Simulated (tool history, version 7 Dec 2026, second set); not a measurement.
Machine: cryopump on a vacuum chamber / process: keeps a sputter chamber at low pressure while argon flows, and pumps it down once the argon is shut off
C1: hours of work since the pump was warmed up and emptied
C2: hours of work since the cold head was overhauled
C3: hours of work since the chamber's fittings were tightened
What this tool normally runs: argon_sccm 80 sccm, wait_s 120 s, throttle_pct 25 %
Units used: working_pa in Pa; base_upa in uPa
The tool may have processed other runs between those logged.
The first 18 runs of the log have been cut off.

{"run": 19, "day": 31.775, "argon_sccm": 80, "wait_s": 120, "throttle_pct": 21, "C1": 782, "C2": 1595, "C3": 378, "working_pa": 0.4989, "base_upa": 1.62}
{"day": 32.875, "done": "pump warmed up, emptied and cooled again"}
{"run": 20, "day": 34.471, "argon_sccm": 80, "wait_s": 120, "throttle_pct": 21, "C1": 26, "C2": 1635, "C3": 418, "working_pa": 0.4592, "base_upa": 1.43}
{"run": 21, "day": 36.4, "argon_sccm": 80, "wait_s": 120, "throttle_pct": 21, "C1": 57, "C2": 1666, "C3": 449, "working_pa": 0.4628, "base_upa": 1.49}
{"run": 22, "day": 38.975, "argon_sccm": 63, "wait_s": 120, "throttle_pct": 42, "C1": 98, "C2": 1707, "C3": 491, "working_pa": 0.185, "base_upa": 1.56}
{"run": 23, "day": 40.15, "argon_sccm": 56, "wait_s": 22, "throttle_pct": 20, "C1": 117, "C2": 1726, "C3": 509, "working_pa": 0.3396, "base_upa": 4.95}
{"run": 24, "day": 42.317, "argon_sccm": 93, "wait_s": 22, "throttle_pct": 20, "C1": 152, "C2": 1761, "C3": 544, "working_pa": 0.5688, "base_upa": 4.97}
{"run": 25, "day": 44.233, "argon_sccm": 93, "wait_s": 22, "throttle_pct": 20, "C1": 182, "C2": 1792, "C3": 575, "working_pa": 0.5725, "base_upa": 4.87}
{"run": 26, "day": 46.467, "argon_sccm": 93, "wait_s": 22, "throttle_pct": 20, "C1": 218, "C2": 1828, "C3": 611, "working_pa": 0.5708, "base_upa": 5.05}
{"run": 27, "day": 47.767, "argon_sccm": 93, "wait_s": 22, "throttle_pct": 20, "C1": 239, "C2": 1848, "C3": 632, "working_pa": 0.571, "base_upa": 5.09}
{"run": 28, "day": 49.679, "argon_sccm": 116, "wait_s": 41, "throttle_pct": 51, "C1": 270, "C2": 1879, "C3": 662, "working_pa": 0.2947, "base_upa": 3.23}
{"run": 29, "day": 51.717, "argon_sccm": 155, "wait_s": 117, "throttle_pct": 48, "C1": 303, "C2": 1912, "C3": 695, "working_pa": 0.4192, "base_upa": 1.87}
{"run": 30, "day": 53.333, "argon_sccm": 142, "wait_s": 265, "throttle_pct": 28, "C1": 329, "C2": 1938, "C3": 721, "working_pa": 0.6377, "base_upa": 1.51}
{"run": 31, "day": 55.079, "argon_sccm": 111, "wait_s": 265, "throttle_pct": 46, "C1": 357, "C2": 1966, "C3": 749, "working_pa": 0.3138, "base_upa": 1.53}
{"run": 32, "day": 57.412, "argon_sccm": 111, "wait_s": 265, "throttle_pct": 46, "C1": 394, "C2": 2003, "C3": 787, "working_pa": 0.3174, "base_upa": 1.63}
{"run": 33, "day": 58.988, "argon_sccm": 111, "wait_s": 265, "throttle_pct": 46, "C1": 419, "C2": 2029, "C3": 812, "working_pa": 0.3183, "base_upa": 1.64}

Consider 5 possible next runs. They are alternatives, not a sequence: every one starts from the tool as it was left by run 33. What does each give?
{"run": "A", "day": 61.054, "argon_sccm": 36, "wait_s": 190, "throttle_pct": 24, "C1": 453, "C2": 2062, "C3": 845, "working_pa": "?", "base_upa": "?"}
{"run": "B", "day": 61.054, "argon_sccm": 111, "wait_s": 265, "throttle_pct": 35, "C1": 453, "C2": 2062, "C3": 845, "working_pa": "?", "base_upa": "?"}
{"run": "C", "day": 61.054, "argon_sccm": 105, "wait_s": 31, "throttle_pct": 26, "C1": 453, "C2": 2062, "C3": 845, "working_pa": "?", "base_upa": "?"}
{"run": "D", "day": 61.054, "argon_sccm": 80, "wait_s": 26, "throttle_pct": 25, "C1": 453, "C2": 2062, "C3": 845, "working_pa": "?", "base_upa": "?"}
{"run": "E", "day": 61.054, "argon_sccm": 111, "wait_s": 265, "throttle_pct": 22, "C1": 453, "C2": 2062, "C3": 845, "working_pa": "?", "base_upa": "?"}

run=A working_pa=0.1911 base_upa=1.80
run=B working_pa=0.4153 base_upa=1.68
run=C working_pa=0.5158 base_upa=4.24
run=D working_pa=0.4088 base_upa=4.72
run=E working_pa=0.6372 base_upa=1.70
What these runs would have given with no unlogged condition in the tool:
run=A working_pa=0.1810 base_upa=0.64
run=B working_pa=0.3842 base_upa=0.53
run=C working_pa=0.4865 base_upa=3.08
run=D working_pa=0.3864 base_upa=3.57
run=E working_pa=0.6063 base_upa=0.56

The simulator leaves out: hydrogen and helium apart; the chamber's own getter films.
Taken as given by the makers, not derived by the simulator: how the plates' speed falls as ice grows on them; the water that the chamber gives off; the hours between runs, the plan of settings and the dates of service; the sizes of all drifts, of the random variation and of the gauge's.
